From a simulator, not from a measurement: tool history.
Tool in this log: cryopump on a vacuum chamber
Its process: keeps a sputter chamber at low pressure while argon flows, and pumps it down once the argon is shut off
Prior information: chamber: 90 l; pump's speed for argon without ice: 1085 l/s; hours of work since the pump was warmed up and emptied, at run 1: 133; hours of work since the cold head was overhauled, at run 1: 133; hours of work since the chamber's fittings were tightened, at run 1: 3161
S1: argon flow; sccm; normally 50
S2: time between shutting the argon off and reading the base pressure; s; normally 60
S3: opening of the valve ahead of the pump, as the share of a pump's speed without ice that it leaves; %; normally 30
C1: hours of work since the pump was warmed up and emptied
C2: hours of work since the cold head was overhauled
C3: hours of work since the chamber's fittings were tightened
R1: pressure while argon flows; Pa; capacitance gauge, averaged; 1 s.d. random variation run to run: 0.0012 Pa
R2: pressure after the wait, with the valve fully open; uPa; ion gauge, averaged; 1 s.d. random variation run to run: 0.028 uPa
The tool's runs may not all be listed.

run	hour	S1	S2	S3	C1	C2	C3	R1	R2
1	0	50	60	30	133	133	3161	0.2637	3.45
2	13.4	50	60	30	143	143	3171	0.263	3.52
# hour 24.4: leaking fittings of the chamber tightened, without venting
3	37.5	50	33	30	160	160	10	0.263	2.15
4	58.5	20	60	30	176	176	26	0.1046	1.37
5	76.7	20	103	30	190	190	40	0.105	0.92
6	101.8	20	103	30	209	209	59	0.1063	0.94
7	117.3	50	222	30	221	221	70	0.2643	0.67
8	136.1	50	60	22	235	235	85	0.362	1.37
9	159.9	50	60	22	253	253	103	0.3588	1.37
10	183.6	29	60	30	271	271	121	0.154	1.43
11	199.3	29	60	30	283	283	133	0.1538	1.38
12	212.3	29	60	30	293	293	142	0.1532	1.41
13	228.2	50	60	25	305	305	155	0.319	1.42
14	244.6	50	60	25	317	317	167	0.3203	1.45
15	267.4	50	54	25	334	334	184	0.3184	1.53
16	290.2	50	54	25	352	352	201	0.3189	1.63
17	307.3	50	54	25	365	365	214	0.3189	1.59
18	327.9	71	145	21	380	380	230	0.5443	0.93
19	345.2	39	126	33	393	393	243	0.1911	1
20	360.4	63	31	50	405	405	255	0.2074	2.49
21	380.6	63	31	50	420	420	270	0.2106	2.43
22	403.9	48	60	21	438	438	288	0.3671	1.6
23	423.6	48	120	21	453	453	303	0.367	1.09
24	449.4	36	271	33	472	472	322	0.1792	0.79
25	474.5	36	271	33	491	491	341	0.1786	0.81
26	498.3	36	42	28	509	509	359	0.2095	2.02
27	520.7	98	60	19	526	526	376	0.8259	1.66
28	535.6	98	60	19	538	538	388	0.8255	1.7
29	550.7	25	181	35	549	549	399	0.1172	0.99
30	569.9	34	129	30	564	564	414	0.1854	1.12
31	584.7	36	47	25	575	575	425	0.2348	1.93
32	607	36	47	25	592	592	442	0.235	1.96
33	626.2	36	47	25	606	606	456	0.2344	1.94
34	651.4	27	47	25	626	626	475	0.1754	2.02

4 options for the next run, each taken on its own from the tool as it stands now. Forecast them:
A	674.9	27	53	43	643	643	493	?	?
B	674.9	33	47	25	643	643	493	?	?
C	674.9	50	43	30	643	643	493	?	?
D	674.9	26	235	32	643	643	493	?	?

run	R1	R2
A	0.1056	1.85
B	0.2165	2.06
C	0.2743	2.19
D	0.1343	0.99
Without the tool's unlogged condition, the same runs would have read:
run	R1	R2
A	0.097	1.39
B	0.2059	1.58
C	0.2583	1.71
D	0.1261	0.52

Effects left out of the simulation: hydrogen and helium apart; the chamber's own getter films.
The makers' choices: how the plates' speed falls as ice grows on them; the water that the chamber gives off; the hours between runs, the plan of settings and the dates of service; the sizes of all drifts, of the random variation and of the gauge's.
